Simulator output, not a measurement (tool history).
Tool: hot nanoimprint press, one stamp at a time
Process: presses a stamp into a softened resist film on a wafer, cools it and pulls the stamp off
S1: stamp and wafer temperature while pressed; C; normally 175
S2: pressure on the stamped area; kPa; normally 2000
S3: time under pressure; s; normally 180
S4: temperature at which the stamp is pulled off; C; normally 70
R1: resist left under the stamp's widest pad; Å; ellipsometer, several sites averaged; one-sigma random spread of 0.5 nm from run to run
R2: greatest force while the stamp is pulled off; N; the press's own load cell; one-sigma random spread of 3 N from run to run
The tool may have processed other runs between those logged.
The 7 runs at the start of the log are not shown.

run,hour,S1,S2,S3,S4,R1,R2
8,77.3,175,2580,95,70,1059,225
9,86.7,175,2580,95,70,1063,224
10,94.4,175,2580,95,70,1051,224
11,107.1,175,2650,180,70,822,230
12,121.1,175,2650,180,70,820,223
13,134.1,175,2650,180,70,817,229
14,150.8,176,2000,180,70,890,226
15,161.4,176,2000,180,70,890,230
16,174.9,182,1400,99,70,983,225
17,192.2,175,2000,114,67,1107,242
18,205.8,175,2000,114,67,1116,237
19,218.8,175,2000,114,67,1107,244
20,228,175,1690,114,62,1162,254
21,241,175,2000,180,62,939,260
22,255.3,175,1380,180,71,1084,231
23,270.7,175,1380,180,71,1090,233
24,280.8,175,1580,180,66,1037,249
25,294.8,175,1730,180,72,1008,230
26,304.4,175,1730,180,72,995,233
27,320.4,175,2740,155,77,893,220
28,337.8,175,1250,155,68,1187,245
29,352.7,175,2780,184,77,818,221
30,364.5,179,2400,184,77,716,217

Here are 3 independent what-if runs from the current tool condition. What would each one return?
A,374.4,172,1210,254,70,?,?
B,374.4,172,2000,333,70,?,?
C,374.4,182,2000,142,70,?,?

run,R1,R2
A,1166,245
B,873,237
C,745,242
Without the tool's hidden state the same runs would have given:
run,R1,R2
A,1093,200
B,805,193
C,692,198
